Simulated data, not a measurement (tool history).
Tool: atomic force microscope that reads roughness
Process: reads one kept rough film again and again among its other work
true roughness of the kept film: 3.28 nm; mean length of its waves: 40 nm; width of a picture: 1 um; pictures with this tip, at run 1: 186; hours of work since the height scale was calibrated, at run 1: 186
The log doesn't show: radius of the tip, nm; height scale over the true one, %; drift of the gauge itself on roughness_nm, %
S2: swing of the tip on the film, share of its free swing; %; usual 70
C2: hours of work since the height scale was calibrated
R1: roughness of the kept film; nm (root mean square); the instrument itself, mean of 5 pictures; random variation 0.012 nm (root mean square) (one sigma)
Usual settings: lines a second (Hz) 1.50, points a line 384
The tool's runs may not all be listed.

Run 1, hour 0.0: usual settings; pictures with this tip 186; C2 186. Result: R1 2.724 nm (root mean square).
Run 2, hour 59.6: usual settings; pictures with this tip 259; C2 213. Result: R1 2.644 nm (root mean square).
At hour 105.1: new tip fitted.
Run 3, hour 142.9: usual settings but lines a second (Hz) 2.04; pictures with this tip 46; C2 251. Result: R1 2.836 nm (root mean square).
Run 4, hour 185.6: usual settings but lines a second (Hz) 2.04; pictures with this tip 98; C2 270. Result: R1 2.749 nm (root mean square).
Run 5, hour 227.2: usual settings; pictures with this tip 150; C2 290. Result: R1 2.784 nm (root mean square).
Run 6, hour 282.5: usual settings; pictures with this tip 217; C2 315. Result: R1 2.703 nm (root mean square).
Run 7, hour 343.1: usual settings; pictures with this tip 292; C2 342. Result: R1 2.629 nm (root mean square).
At hour 366.0: new tip fitted.
Run 8, hour 428.8: usual settings but points a line 321; pictures with this tip 78; C2 381. Result: R1 2.828 nm (root mean square).
Run 9, hour 516.0: usual settings; pictures with this tip 185; C2 421. Result: R1 2.704 nm (root mean square).
Run 10, hour 561.5: usual settings; pictures with this tip 241; C2 442. Result: R1 2.670 nm (root mean square).
At hour 569.9: height scale calibrated on a step standard.
Run 11, hour 602.0: usual settings; pictures with this tip 289; C2 15. Result: R1 2.591 nm (root mean square).
At hour 627.5: new tip fitted.
Run 12, hour 678.5: usual settings; pictures with this tip 63; C2 49. Result: R1 2.836 nm (root mean square).
Run 13, hour 760.8: usual settings but points a line 800; pictures with this tip 164; C2 87. Result: R1 2.722 nm (root mean square).
At hour 787.2: height scale calibrated on a step standard, once more.
Run 14, hour 798.2: usual settings but points a line 800; pictures with this tip 209; C2 5. Result: R1 2.718 nm (root mean square).
Run 15, hour 844.7: usual settings but lines a second (Hz) 1.52, S2 58 %, points a line 663; pictures with this tip 266; C2 26. Result: R1 2.732 nm (root mean square).
At hour 888.1: new tip fitted.
Run 16, hour 907.3: usual settings but lines a second (Hz) 1.52, S2 89 %, points a line 663; pictures with this tip 24; C2 55. Result: R1 2.672 nm (root mean square).
Run 17, hour 965.3: usual settings but lines a second (Hz) 1.09, S2 65 %, points a line 663; pictures with this tip 95; C2 81. Result: R1 2.918 nm (root mean square).
Run 18, hour 1024.6: usual settings but lines a second (Hz) 1.15, S2 59 %, points a line 566; pictures with this tip 168; C2 108. Result: R1 2.884 nm (root mean square).
Run 19, hour 1097.7: usual settings but lines a second (Hz) 1.15, S2 59 %, points a line 566; pictures with this tip 258; C2 142. Result: R1 2.787 nm (root mean square).
At hour 1143.6: new tip fitted.
Run 20, hour 1182.3: usual settings but lines a second (Hz) 2.97, S2 59 %, points a line 318; pictures with this tip 47; C2 180. Result: R1 2.890 nm (root mean square).
Run 21, hour 1226.3: usual settings but lines a second (Hz) 0.71, S2 76 %, points a line 687; pictures with this tip 102; C2 200. Result: R1 2.900 nm (root mean square).
Run 22, hour 1284.4: usual settings but lines a second (Hz) 0.71, S2 76 %, points a line 532; pictures with this tip 173; C2 227. Result: R1 2.833 nm (root mean square).
Run 23, hour 1323.7: usual settings but lines a second (Hz) 0.99, points a line 436; pictures with this tip 221; C2 245. Result: R1 2.752 nm (root mean square).
At hour 1404.7: new tip fitted.
Run 24, hour 1406.7: usual settings but lines a second (Hz) 0.99, points a line 436; pictures with this tip 3; C2 282. Result: R1 2.985 nm (root mean square).
Run 25, hour 1447.2: usual settings but S2 73 %; pictures with this tip 52; C2 301. Result: R1 2.837 nm (root mean square).

4 ways to go on from here, each from the tool as it stands after run 25. What would each give?
Run A, hour 1525.7: usual settings but points a line 317; pictures with this tip 149; C2 337. Result: R1 ?.
Run B, hour 1525.7: usual settings but S2 77 %; pictures with this tip 149; C2 337. Result: R1 ?.
Run C, hour 1525.7: usual settings but S2 73 %, points a line 931; pictures with this tip 149; C2 337. Result: R1 ?.
Run D, hour 1525.7: usual settings but lines a second (Hz) 0.99, S2 61 %, points a line 904; pictures with this tip 149; C2 337. Result: R1 ?.

run     R1
  A  2.786
  B  2.702
  C  2.774
  D  2.899
Without the tool's hidden state the same runs would have given:
run     R1
  A  2.967
  B  2.878
  C  2.954
  D  3.088
